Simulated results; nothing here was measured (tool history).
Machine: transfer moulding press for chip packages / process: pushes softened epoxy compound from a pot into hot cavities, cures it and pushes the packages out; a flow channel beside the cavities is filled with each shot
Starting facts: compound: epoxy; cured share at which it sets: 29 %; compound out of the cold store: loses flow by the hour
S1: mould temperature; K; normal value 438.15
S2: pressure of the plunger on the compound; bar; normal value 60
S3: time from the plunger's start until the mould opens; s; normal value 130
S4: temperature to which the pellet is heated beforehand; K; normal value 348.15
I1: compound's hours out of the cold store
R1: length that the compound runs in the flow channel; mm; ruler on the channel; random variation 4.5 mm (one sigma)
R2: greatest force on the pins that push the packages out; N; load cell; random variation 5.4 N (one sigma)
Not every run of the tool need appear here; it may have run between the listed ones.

run  hour      S1    S2   S3      S4    I1   R1   R2
  1     0  438.15    60  130  348.15  32.4  552  299
  2   4.1  438.15    60  130  348.15  32.7  549  314
  3  11.8  438.15    60  130  348.15  18.5  615  322
  4  18.5  438.15    60  130  348.15  10.8  651  349
  5    28  438.15    60  130  348.15  29.3  569  342
  6  34.6  438.15    60  130  348.15   9.8  652  357
     40.2  -- cavities cleaned with cleaning compound and waxed
  7  42.7  438.15    60  130  348.15  11.4  647  208
     45.4  -- mould's thermocouples calibrated
  8    49  438.15    60  130  348.15    38  526  196
  9  58.5  438.15    60  156  342.15  11.6  645  206
     66.4  -- mould's thermocouples calibrated, once more
 10  69.6  438.15    60  156  342.15  30.9  560  217
 11  75.6  438.15  72.1  146  348.15   9.3  725  228

Alternative continuations, all from the tool just after run 11; predict every row:
  A  81.2  438.15  59.3  130  346.15  11.2   ?   ?
  B  81.2  438.15  72.1  123  351.15  28.8   ?   ?
  C  81.2  438.15    60  147  348.15  21.1   ?   ?

run   R1   R2
  A  639  285
  B  617  284
  C  595  253
Without the tool's unlogged condition, the same runs would have read:
run   R1   R2
  A  668  189
  B  645  186
  C  622  169
